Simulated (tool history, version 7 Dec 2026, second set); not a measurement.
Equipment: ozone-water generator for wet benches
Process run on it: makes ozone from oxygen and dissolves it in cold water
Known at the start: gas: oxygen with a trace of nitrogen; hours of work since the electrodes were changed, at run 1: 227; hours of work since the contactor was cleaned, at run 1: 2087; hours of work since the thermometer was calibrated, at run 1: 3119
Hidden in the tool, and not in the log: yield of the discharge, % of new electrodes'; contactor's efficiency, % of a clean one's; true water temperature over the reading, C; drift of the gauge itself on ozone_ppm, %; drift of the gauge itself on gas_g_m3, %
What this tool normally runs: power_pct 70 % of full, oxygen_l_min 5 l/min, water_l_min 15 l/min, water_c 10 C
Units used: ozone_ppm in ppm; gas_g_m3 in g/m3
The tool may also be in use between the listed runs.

run	day	power_pct	oxygen_l_min	water_l_min	water_c	hours of work since the electrodes were changed	hours of work since the contactor was cleaned	hours of work since the thermometer was calibrated	ozone_ppm	gas_g_m3
1	0	70	5	15	10	227	2087	3119	33.2	273.9
2	1.333	66	5	15	10	255	2114	3147	31.8	262.8
3	2.038	66	5	15	10	269	2129	3162	32	262.9
4	3.038	66	5	15	10	290	2149	3182	31.8	262.8
5	3.967	70	5	15	10	309	2169	3201	33.8	279.4
6	4.908	70	5	15	10	329	2188	3221	33.7	276.3
7	5.758	70	5	15	10	346	2206	3238	33.7	277.3
8	7.138	70	5	15	10	375	2234	3267	33.6	276.9
9	8.554	70	5	15	10	404	2263	3296	33.3	274.8
10	9.871	70	5	15	10	431	2291	3323	33.6	272.7
11	10.967	70	5	15	10	454	2313	3346	33.5	276.3
12	11.842	70	5	15	10	472	2331	3364	33.7	277.8
13	13.146	70	3.15	23	8	499	2358	3391	21	353.2
14	13.767	70	6.53	14	6	512	2371	3404	37.6	237.3
15	14.708	70	6.53	14	6	531	2391	3423	37.5	240.3
16	16.021	70	6.53	14	6	558	2418	3451	37.9	238.4
17	16.762	70	7.07	9	15	574	2433	3466	42	228.6
18	17.858	70	7.07	9	15	596	2456	3489	42.2	231.9
19	18.675	70	7.07	9	6	613	2473	3506	50.7	228.7
20	19.254	70	5.2	11	12	625	2485	3517	40.8	269.9
21	20.321	70	4.56	11	7	647	2507	3540	44.7	290
22	21.471	70	2.91	15	11	671	2531	3563	31.9	365.5

4 options for the next run, each taken on its own from the tool as it stands now. Forecast them:
A	22.175	86	2.91	12	11	686	2545	3578	?	?
B	22.175	70	2.98	10	14	686	2545	3578	?	?
C	22.175	47	5	12	10	686	2545	3578	?	?
D	22.175	85	4.99	15	9	686	2545	3578	?	?

run	ozone_ppm	gas_g_m3
A	45.8	437.4
B	44.1	364.6
C	28.2	195.9
D	40	322.8
Take away the tool's hidden state, keep each run's random variation, and the runs would have read:
run	ozone_ppm	gas_g_m3
A	45.8	437.6
B	44.1	364.7
C	28.2	196
D	40	322.9
